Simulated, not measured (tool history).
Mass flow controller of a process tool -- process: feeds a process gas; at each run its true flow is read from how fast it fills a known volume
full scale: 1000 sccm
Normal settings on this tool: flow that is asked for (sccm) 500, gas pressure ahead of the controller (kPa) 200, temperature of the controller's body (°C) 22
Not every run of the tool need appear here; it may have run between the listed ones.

run,hour,flow that is asked for (sccm),gas pressure ahead of the controller (kPa),temperature of the controller's body (°C),true flow (%)
1,0.0,500,200,22,99.62
2,153.1,500,200,22,99.58
3,301.7,500,200,29,99.31
4,471.5,105,200,29,104.66
5,801.1,500,200,28,99.40
6,1082.5,283,200,22,100.73
7,1417.6,283,200,22,100.71
8,1621.9,283,200,22,100.75
9,1866.2,283,200,22,100.83
10,2200.8,283,200,22,100.86
11,2427.2,338,200,22,100.58
12,2594.4,338,200,22,100.60
13,2921.6,500,200,24,99.63
14,3089.0,500,200,24,99.59
15,3259.9,500,200,22,99.74
16,3577.7,500,200,26,99.53
17,3904.2,500,200,26,99.68
18,4103.9,500,200,26,99.55
19,4251.2,500,200,26,99.53
20,4435.5,500,160,22,99.86
21,4747.0,500,160,22,99.94
22,5042.2,500,160,22,99.86
23,5294.4,500,160,22,97.15
24,5567.1,500,160,22,97.30
25,5868.3,500,235,22,97.67
26,6174.1,576,200,32,97.15
27,6398.0,305,263,32,97.45
28,6607.3,273,221,32,97.24
29,6754.4,273,221,32,97.17
30,7043.6,770,221,38,97.11
31,7287.8,770,177,38,96.81
32,7625.5,151,177,20,98.44
33,7859.3,144,224,37,98.21
34,8002.5,144,224,37,98.38
35,8209.6,550,274,39,97.28
36,8390.0,550,274,39,97.13
37,8707.4,550,274,26,97.65
38,8893.5,550,274,26,97.59
39,9164.3,716,200,31,97.12
40,9503.4,716,200,31,97.19
41,9786.8,716,200,31,97.12
42,10031.4,180,185,29,98.85
43,10244.7,284,278,23,98.51
44,10481.6,161,207,24,99.62
45,10681.4,500,149,31,96.96
46,10889.9,568,200,33,97.09
47,11067.3,568,200,33,96.90
48,11211.8,500,173,39,96.78

Removed from this log: 2 entries logged between the listed runs. Between which two listed runs does each belong, and how does the tool's hidden state at the listed run before it compare with that at the listed run after it?
Between runs 19 and 20: controller's zero set anew (hour 4269.0)
  flow at rest that the sensor doesn't see, % of full scale: 1.099 -> 1.315; true flow over the shown one, %: -2.26 -> -2.29
  what was measured, less what the result would be without the hidden state, true flow (%): -0.06 -> +0.34
Between runs 22 and 23: controller's zero set anew, once more (hour 5094.5)
  flow at rest that the sensor doesn't see, % of full scale: 1.373 -> 0.04; true flow over the shown one, %: -2.39 -> -2.43
  what was measured, less what the result would be without the hidden state, true flow (%): +0.36 -> -2.35
